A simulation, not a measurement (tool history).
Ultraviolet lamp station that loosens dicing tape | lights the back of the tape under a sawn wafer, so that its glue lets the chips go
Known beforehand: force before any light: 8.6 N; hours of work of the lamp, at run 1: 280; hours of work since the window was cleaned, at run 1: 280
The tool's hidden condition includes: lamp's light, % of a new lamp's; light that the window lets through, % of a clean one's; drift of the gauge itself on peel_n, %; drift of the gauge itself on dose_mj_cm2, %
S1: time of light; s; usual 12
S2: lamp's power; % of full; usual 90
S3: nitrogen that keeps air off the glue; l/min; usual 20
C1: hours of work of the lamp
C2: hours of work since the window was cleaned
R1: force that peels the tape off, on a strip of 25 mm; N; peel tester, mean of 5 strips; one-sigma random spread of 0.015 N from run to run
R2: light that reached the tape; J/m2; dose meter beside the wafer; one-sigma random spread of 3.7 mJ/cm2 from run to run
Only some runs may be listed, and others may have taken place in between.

run 1 hour=0.0 | S1=12 S2=90 S3=20 | C1=280 C2=280 | R1=0.710 R2=6160
run 2 hour=70.0 | S1=12 S2=90 S3=20 | C1=326 C2=326 | R1=0.731 R2=6140
run 3 hour=144.3 | S1=12 S2=90 S3=12 | C1=374 C2=374 | R1=1.009 R2=6190
run 4 hour=200.3 | S1=12 S2=90 S3=12 | C1=410 C2=410 | R1=1.066 R2=6150
-- hour=225.8 window cleaned of glue's vapour
run 5 hour=260.2 | S1=12 S2=90 S3=14 | C1=448 C2=22 | R1=0.949 R2=6190
run 6 hour=315.2 | S1=12 S2=90 S3=6 | C1=484 C2=58 | R1=1.575 R2=6280
run 7 hour=357.9 | S1=12 S2=78 S3=6 | C1=512 C2=86 | R1=1.996 R2=5410
run 8 hour=406.4 | S1=12 S2=90 S3=14 | C1=543 C2=117 | R1=0.946 R2=6220
run 9 hour=482.8 | S1=9 S2=90 S3=20 | C1=592 C2=166 | R1=1.280 R2=4720
run 10 hour=528.6 | S1=9 S2=90 S3=20 | C1=622 C2=196 | R1=1.303 R2=4730
run 11 hour=573.9 | S1=9 S2=90 S3=20 | C1=651 C2=225 | R1=1.294 R2=4650
run 12 hour=613.6 | S1=9 S2=90 S3=20 | C1=677 C2=251 | R1=1.292 R2=4640
run 13 hour=687.8 | S1=12 S2=90 S3=20 | C1=725 C2=299 | R1=0.749 R2=6200
run 14 hour=758.6 | S1=12 S2=90 S3=27 | C1=771 C2=345 | R1=0.601 R2=6290
run 15 hour=799.0 | S1=17 S2=90 S3=20 | C1=797 C2=371 | R1=0.345 R2=8940
run 16 hour=843.8 | S1=12 S2=90 S3=31 | C1=826 C2=400 | R1=0.572 R2=6270
-- hour=881.9 window cleaned of glue's vapour
run 17 hour=930.9 | S1=12 S2=90 S3=31 | C1=882 C2=32 | R1=0.540 R2=6380
run 18 hour=983.2 | S1=12 S2=90 S3=20 | C1=916 C2=66 | R1=0.720 R2=6330
run 19 hour=1035.8 | S1=12 S2=90 S3=20 | C1=950 C2=100 | R1=0.741 R2=6320
run 20 hour=1108.0 | S1=12 S2=90 S3=20 | C1=997 C2=146 | R1=0.731 R2=6350
run 21 hour=1165.8 | S1=14 S2=90 S3=20 | C1=1034 C2=184 | R1=0.514 R2=7400
run 22 hour=1209.6 | S1=14 S2=90 S3=20 | C1=1063 C2=212 | R1=0.519 R2=7360
-- hour=1225.0 gauge calibrated
run 23 hour=1249.2 | S1=13 S2=90 S3=12 | C1=1088 C2=238 | R1=0.882 R2=6680
run 24 hour=1286.7 | S1=9 S2=90 S3=37 | C1=1112 C2=262 | R1=0.930 R2=4620
run 25 hour=1328.4 | S1=6 S2=63 S3=8 | C1=1139 C2=289 | R1=4.473 R2=2220
run 26 hour=1410.7 | S1=6 S2=63 S3=8 | C1=1193 C2=342 | R1=4.400 R2=2200
run 27 hour=1480.5 | S1=19 S2=77 S3=8 | C1=1238 C2=387 | R1=0.771 R2=8330
-- hour=1541.7 window cleaned of glue's vapour
run 28 hour=1566.4 | S1=22 S2=68 S3=10 | C1=1293 C2=16 | R1=0.628 R2=8690
-- hour=1620.3 lamp changed
run 29 hour=1632.7 | S1=22 S2=68 S3=10 | C1=8 C2=58 | R1=0.587 R2=8650
run 30 hour=1707.0 | S1=22 S2=68 S3=10 | C1=56 C2=106 | R1=0.598 R2=8610
run 31 hour=1771.5 | S1=16 S2=97 S3=28 | C1=98 C2=148 | R1=0.288 R2=8950
run 32 hour=1851.8 | S1=12 S2=95 S3=21 | C1=150 C2=200 | R1=0.605 R2=6680
run 33 hour=1888.0 | S1=11 S2=72 S3=31 | C1=173 C2=223 | R1=1.055 R2=4540
run 34 hour=1932.7 | S1=7 S2=68 S3=37 | C1=202 C2=252 | R1=2.120 R2=2760
run 35 hour=1986.6 | S1=12 S2=69 S3=8 | C1=237 C2=287 | R1=2.006 R2=4770
run 36 hour=2030.8 | S1=11 S2=90 S3=20 | C1=266 C2=316 | R1=0.867 R2=5740
run 37 hour=2085.1 | S1=13 S2=90 S3=17 | C1=301 C2=351 | R1=0.693 R2=6880
run 38 hour=2141.8 | S1=13 S2=90 S3=17 | C1=338 C2=388 | R1=0.688 R2=6790
run 39 hour=2196.1 | S1=10 S2=80 S3=11 | C1=373 C2=423 | R1=1.848 R2=4700
-- hour=2204.4 window cleaned of glue's vapour
run 40 hour=2236.1 | S1=10 S2=80 S3=11 | C1=398 C2=20 | R1=1.795 R2=4670
run 41 hour=2290.4 | S1=14 S2=82 S3=12 | C1=433 C2=56 | R1=0.923 R2=6740
run 42 hour=2340.7 | S1=14 S2=87 S3=12 | C1=466 C2=88 | R1=0.815 R2=7170

Forecast each of these 4 alternatives for the next run:
run A hour=2398.2 | S1=18 S2=90 S3=14 | C1=503 C2=125 | R1=? R2=?
run B hour=2398.2 | S1=21 S2=87 S3=33 | C1=503 C2=125 | R1=? R2=?
run C hour=2398.2 | S1=12 S2=90 S3=11 | C1=503 C2=125 | R1=? R2=?
run D hour=2398.2 | S1=11 S2=71 S3=7 | C1=503 C2=125 | R1=? R2=?

run=A R1=0.389 R2=9560
run=B R1=0.213 R2=10780
run=C R1=1.065 R2=6370
run=D R1=2.425 R2=4550
With the hidden condition removed and each run's random variation left untouched, the same runs would have given:
run=A R1=0.388 R2=9300
run=B R1=0.213 R2=10490
run=C R1=1.064 R2=6200
run=D R1=2.422 R2=4430
